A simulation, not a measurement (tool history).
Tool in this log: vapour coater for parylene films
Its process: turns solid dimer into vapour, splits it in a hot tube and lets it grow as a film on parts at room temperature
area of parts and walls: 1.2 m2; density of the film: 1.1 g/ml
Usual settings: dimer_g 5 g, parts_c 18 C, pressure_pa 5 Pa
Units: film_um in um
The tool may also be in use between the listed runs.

Run 1, hour 0: usual settings. Result: film_um 2.84 um.
Run 2, hour 29.1: usual settings. Result: film_um 2.85 um.
Run 3, hour 53: usual settings. Result: film_um 2.84 um.
Run 4, hour 72.1: usual settings. Result: film_um 2.82 um.
Run 5, hour 107.3: usual settings but parts_c 20 C. Result: film_um 2.71 um.
Run 6, hour 131.3: usual settings but parts_c 20 C. Result: film_um 2.72 um.
At hour 142.6: trap's valve overhauled.
Run 7, hour 155.8: usual settings but parts_c 20 C, pressure_pa 10.5 Pa. Result: film_um 2.39 um.
Run 8, hour 182.6: usual settings but parts_c 20 C, pressure_pa 10.5 Pa. Result: film_um 2.39 um.
Run 9, hour 207.6: usual settings but dimer_g 9 g. Result: film_um 5.1 um.
Run 10, hour 234.8: usual settings but dimer_g 9 g. Result: film_um 5.15 um.
Run 11, hour 264.3: usual settings but dimer_g 9 g. Result: film_um 5.12 um.
Run 12, hour 280.6: usual settings but dimer_g 9 g. Result: film_um 5.13 um.
Run 13, hour 306.3: usual settings but parts_c 12 C. Result: film_um 3.25 um.
Run 14, hour 323.3: usual settings but parts_c 12 C, pressure_pa 2.24 Pa. Result: film_um 3.7 um.
Run 15, hour 349.5: usual settings but pressure_pa 4.89 Pa. Result: film_um 2.86 um.
Run 16, hour 368.9: usual settings but pressure_pa 4.89 Pa. Result: film_um 2.85 um.
Run 17, hour 393.6: usual settings. Result: film_um 2.85 um.
Run 18, hour 411.5: usual settings. Result: film_um 2.84 um.
Run 19, hour 444.6: usual settings but parts_c 29 C. Result: film_um 2.23 um.
Run 20, hour 469: usual settings but parts_c 29 C. Result: film_um 2.23 um.
Run 21, hour 497.8: usual settings but parts_c 29 C. Result: film_um 2.22 um.
Run 22, hour 518.4: usual settings but dimer_g 7 g. Result: film_um 4 um.
Run 23, hour 540.9: usual settings but dimer_g 7 g. Result: film_um 3.99 um.
Run 24, hour 555.3: usual settings. Result: film_um 2.83 um.
Run 25, hour 588.4: usual settings but dimer_g 2 g, parts_c 21 C, pressure_pa 2.7 Pa. Result: film_um 1.19 um.
Run 26, hour 617.1: usual settings but dimer_g 3 g, parts_c 14 C. Result: film_um 1.86 um.
Run 27, hour 633.1: usual settings but dimer_g 3 g, parts_c 14 C. Result: film_um 1.86 um.
Run 28, hour 661.5: usual settings but pressure_pa 2.29 Pa. Result: film_um 3.23 um.
Run 29, hour 694.4: usual settings but dimer_g 7 g, parts_c 22 C, pressure_pa 2.29 Pa. Result: film_um 4.16 um.
Run 30, hour 709.6: usual settings but dimer_g 4 g, parts_c 22 C, pressure_pa 4.46 Pa. Result: film_um 2.12 um.
Run 31, hour 745.3: usual settings but dimer_g 7 g, pressure_pa 2.78 Pa. Result: film_um 4.4 um.
Run 32, hour 779.6: usual settings but parts_c 13 C, pressure_pa 8.61 Pa. Result: film_um 2.92 um.
Run 33, hour 813.8: usual settings but dimer_g 6 g, parts_c 25 C, pressure_pa 8.26 Pa. Result: film_um 2.67 um.
Run 34, hour 844.3: usual settings but parts_c 15 C, pressure_pa 5.89 Pa. Result: film_um 2.97 um.
Run 35, hour 866.3: usual settings but dimer_g 2 g, parts_c 16 C, pressure_pa 9.17 Pa. Result: film_um 1.05 um.
Run 36, hour 892.4: usual settings but pressure_pa 2.01 Pa. Result: film_um 3.32 um.
Run 37, hour 912.4: usual settings but parts_c 11 C. Result: film_um 3.33 um.
Run 38, hour 945.2: usual settings but parts_c 11 C. Result: film_um 3.32 um.
Run 39, hour 980.7: usual settings but parts_c 11 C. Result: film_um 3.31 um.
Run 40, hour 997.8: usual settings but parts_c 11 C. Result: film_um 3.32 um.
Run 41, hour 1016.7: usual settings but dimer_g 3 g, parts_c 27 C, pressure_pa 9.52 Pa. Result: film_um 1.26 um.
Run 42, hour 1041.8: usual settings but dimer_g 9 g, parts_c 17 C, pressure_pa 3.7 Pa. Result: film_um 5.52 um.
At hour 1049: trap's valve overhauled.
Run 43, hour 1064: usual settings but parts_c 29 C. Result: film_um 2.22 um.
Run 44, hour 1092.1: usual settings but parts_c 21 C. Result: film_um 2.66 um.
Run 45, hour 1112.9: usual settings but dimer_g 7 g, parts_c 25 C, pressure_pa 9.36 Pa. Result: film_um 3.07 um.
Run 46, hour 1138.4: usual settings but dimer_g 4 g, parts_c 17 C, pressure_pa 3.01 Pa. Result: film_um 2.54 um.
Run 47, hour 1156.6: usual settings but dimer_g 2 g, parts_c 11 C, pressure_pa 9.19 Pa. Result: film_um 1.19 um.

Consider 3 possible next runs. They are alternatives, not a sequence: every one starts from the tool as it was left by run 47. What does each give?
Run A, hour 1174.5: usual settings but dimer_g 3 g. Result: film_um ?.
Run B, hour 1174.5: usual settings but dimer_g 2 g, parts_c 14 C, pressure_pa 9.19 Pa. Result: film_um ?.
Run C, hour 1174.5: usual settings but dimer_g 2 g, parts_c 17 C, pressure_pa 5.88 Pa. Result: film_um ?.

run  film_um
  A     1.72
  B     1.11
  C     1.13
With the hidden condition removed and each run's random variation left untouched, the same runs would have given:
run  film_um
  A     1.72
  B     1.11
  C     1.13
